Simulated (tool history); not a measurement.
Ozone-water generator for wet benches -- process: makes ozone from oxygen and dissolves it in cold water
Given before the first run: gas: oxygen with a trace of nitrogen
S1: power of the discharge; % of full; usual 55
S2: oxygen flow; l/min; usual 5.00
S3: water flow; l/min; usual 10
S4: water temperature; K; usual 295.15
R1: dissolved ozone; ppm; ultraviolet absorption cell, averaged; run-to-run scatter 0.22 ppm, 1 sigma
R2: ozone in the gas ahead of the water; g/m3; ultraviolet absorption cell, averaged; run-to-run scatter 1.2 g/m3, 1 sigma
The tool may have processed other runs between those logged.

{"run": 1, "hour": 0.0, "S1": 55, "S2": 5.0, "S3": 10, "S4": 295.15, "R1": 32.3, "R2": 209.4}
{"run": 2, "hour": 55.6, "S1": 55, "S2": 5.0, "S3": 10, "S4": 295.15, "R1": 32.8, "R2": 206.5}
{"run": 3, "hour": 126.7, "S1": 55, "S2": 5.0, "S3": 10, "S4": 295.15, "R1": 32.4, "R2": 208.7}
{"run": 4, "hour": 162.0, "S1": 55, "S2": 5.0, "S3": 10, "S4": 295.15, "R1": 32.5, "R2": 210.1}
{"run": 5, "hour": 210.0, "S1": 55, "S2": 5.0, "S3": 10, "S4": 299.15, "R1": 29.7, "R2": 208.3}
{"run": 6, "hour": 266.3, "S1": 97, "S2": 2.99, "S3": 16, "S4": 295.15, "R1": 34.8, "R2": 405.5}
{"run": 7, "hour": 306.4, "S1": 97, "S2": 2.99, "S3": 16, "S4": 295.15, "R1": 34.6, "R2": 406.1}
{"run": 8, "hour": 343.2, "S1": 97, "S2": 2.69, "S3": 8, "S4": 295.15, "R1": 59.5, "R2": 429.4}

The next listed run, before its measurement:
{"run": 9, "hour": 392.2, "S1": 55, "S2": 5.0, "S3": 15, "S4": 295.15, "R1": "?", "R2": "?"}

{"run 9": {"R1": 24.9, "R2": 211.6}}
Without the tool's hidden state the same run would have given R1 24.9 ppm, R2 211.7 g/m3.

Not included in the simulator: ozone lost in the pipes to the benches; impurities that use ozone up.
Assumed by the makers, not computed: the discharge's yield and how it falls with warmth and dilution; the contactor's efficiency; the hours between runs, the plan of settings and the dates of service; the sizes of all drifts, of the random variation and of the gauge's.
